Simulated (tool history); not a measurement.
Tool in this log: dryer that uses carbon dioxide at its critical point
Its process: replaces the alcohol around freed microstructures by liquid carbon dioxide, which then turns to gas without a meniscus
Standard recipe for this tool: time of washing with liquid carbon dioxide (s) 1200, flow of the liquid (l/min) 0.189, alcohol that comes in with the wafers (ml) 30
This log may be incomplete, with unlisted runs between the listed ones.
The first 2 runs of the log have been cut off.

run,hour,time of washing with liquid carbon dioxide (s),flow of the liquid (l/min),alcohol that comes in with the wafers (ml),alcohol left in the vessel before it's heated (ppm by volume)
3,11.7,1200,0.189,43,532
4,22.4,1200,0.189,30,398
5,33.2,1200,0.189,30,400
6,38.9,1200,0.189,30,396
7,48.3,1200,0.189,30,395
8,59.3,1200,0.189,30,395
9,68.7,1200,0.189,30,409
10,80.0,1200,0.189,30,401
11,88.1,1200,0.189,30,422
12,99.8,1200,0.189,30,418
13,108.5,1200,0.189,30,435
# hour 113.0: inlet filter changed
14,116.8,1560,0.189,30,52
15,122.0,1200,0.189,30,197
16,133.5,1200,0.189,30,202
17,139.7,1200,0.189,30,208
18,148.0,1200,0.189,30,212
19,158.5,1200,0.189,30,220
20,168.5,1560,0.189,30,65
21,180.1,1200,0.122,30,1459
22,189.9,1200,0.122,30,1518
23,201.4,1200,0.122,30,1537
24,207.0,1200,0.122,30,1526
25,214.6,1440,0.128,55,1097
26,226.1,1320,0.115,30,1362
27,237.4,1320,0.115,30,1380

Forecast run 28:
28,248.6,1200,0.242,37,?

alcohol left in the vessel before it's heated (ppm by volume): 74
The same run, on a tool lacking any hidden state, would have yielded alcohol left in the vessel before it's heated (ppm by volume) 37.
